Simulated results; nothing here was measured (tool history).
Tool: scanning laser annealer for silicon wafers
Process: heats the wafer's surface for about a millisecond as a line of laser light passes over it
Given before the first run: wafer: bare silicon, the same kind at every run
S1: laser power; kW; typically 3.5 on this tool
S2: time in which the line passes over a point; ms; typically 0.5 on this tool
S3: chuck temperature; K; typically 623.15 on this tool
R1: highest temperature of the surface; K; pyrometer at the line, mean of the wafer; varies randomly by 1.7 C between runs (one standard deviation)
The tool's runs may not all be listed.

Run 1, day 0: usual settings. Result: R1 1343.15 K.
Run 2, day 0.917: usual settings but S2 0.39 ms. Result: R1 1244.15 K.
Run 3, day 1.496: usual settings but S2 0.39 ms. Result: R1 1244.15 K.
Run 4, day 2.117: usual settings but S3 650.15 K. Result: R1 1366.15 K.
Run 5, day 2.817: usual settings but S3 650.15 K. Result: R1 1365.15 K.
Run 6, day 3.446: usual settings but S3 650.15 K. Result: R1 1368.15 K.
Run 7, day 4.054: usual settings. Result: R1 1338.15 K.
Run 8, day 4.775: usual settings. Result: R1 1340.15 K.
Run 9, day 5.529: usual settings. Result: R1 1339.15 K.
Run 10, day 6.121: usual settings but S1 3.553 kW. Result: R1 1350.15 K.
Run 11, day 6.988: usual settings but S1 3.553 kW. Result: R1 1351.15 K.
Run 12, day 7.479: usual settings but S1 3.553 kW, S2 0.584 ms. Result: R1 1419.15 K.
Run 13, day 7.946: usual settings but S1 3.553 kW, S2 0.584 ms. Result: R1 1417.15 K.
Run 14, day 8.988: usual settings but S1 3.553 kW, S2 0.584 ms. Result: R1 1420.15 K.
Run 15, day 9.825: usual settings but S1 3.553 kW, S2 0.584 ms. Result: R1 1423.15 K.
Run 16, day 10.721: usual settings but S3 643.15 K. Result: R1 1360.15 K.
Run 17, day 11.758: usual settings but S2 0.367 ms, S3 643.15 K. Result: R1 1241.15 K.
Run 18, day 12.604: usual settings but S1 3.16 kW, S2 0.382 ms, S3 661.15 K. Result: R1 1214.15 K.
Run 19, day 13.275: usual settings but S1 3.445 kW, S2 0.354 ms. Result: R1 1200.15 K.
Run 20, day 14.008: usual settings but S1 3.445 kW, S2 0.354 ms. Result: R1 1203.15 K.
Run 21, day 14.612: usual settings but S1 3.521 kW, S3 647.15 K. Result: R1 1368.15 K.
Run 22, day 15.442: usual settings but S1 3.732 kW, S2 0.47 ms, S3 663.15 K. Result: R1 1399.15 K.
Run 23, day 16.442: usual settings but S1 3.732 kW, S2 0.374 ms, S3 663.15 K. Result: R1 1308.15 K.
Run 24, day 16.883: usual settings but S2 0.37 ms, S3 628.15 K. Result: R1 1229.15 K.
Run 25, day 17.896: usual settings but S2 0.364 ms, S3 648.15 K. Result: R1 1245.15 K.
Run 26, day 18.779: usual settings but S2 0.46 ms, S3 620.15 K. Result: R1 1301.15 K.
Run 27, day 19.288: usual settings but S2 0.46 ms, S3 620.15 K. Result: R1 1304.15 K.
Run 28, day 19.912: usual settings but S1 3.064 kW, S2 0.541 ms. Result: R1 1282.15 K.
Run 29, day 20.654: usual settings but S1 3.495 kW, S2 0.403 ms. Result: R1 1253.15 K.
Run 30, day 21.425: usual settings but S1 3.495 kW, S2 0.403 ms. Result: R1 1253.15 K.
Run 31, day 21.879: usual settings but S1 3.495 kW, S2 0.403 ms. Result: R1 1253.15 K.
Run 32, day 22.762: usual settings but S1 3.495 kW, S2 0.465 ms, S3 617.15 K. Result: R1 1303.15 K.
Run 33, day 23.654: usual settings but S1 3.495 kW, S2 0.367 ms, S3 617.15 K. Result: R1 1216.15 K.
Run 34, day 24.558: usual settings but S1 3.102 kW, S2 0.377 ms, S3 631.15 K. Result: R1 1171.15 K.

Here are 3 independent what-if runs from the current tool condition. What would each one return?
Run A, day 25.438: usual settings but S1 3.679 kW, S2 0.445 ms, S3 650.15 K. Result: R1 ?.
Run B, day 25.438: usual settings but S1 3.41 kW, S2 0.556 ms, S3 631.15 K. Result: R1 ?.
Run C, day 25.438: usual settings but S1 3.496 kW, S3 610.15 K. Result: R1 ?.

run       R1
  A  1353.15
  B  1376.15
  C  1324.15
Without the tool's unlogged condition, the same runs would have read:
run       R1
  A  1353.15
  B  1377.15
  C  1325.15

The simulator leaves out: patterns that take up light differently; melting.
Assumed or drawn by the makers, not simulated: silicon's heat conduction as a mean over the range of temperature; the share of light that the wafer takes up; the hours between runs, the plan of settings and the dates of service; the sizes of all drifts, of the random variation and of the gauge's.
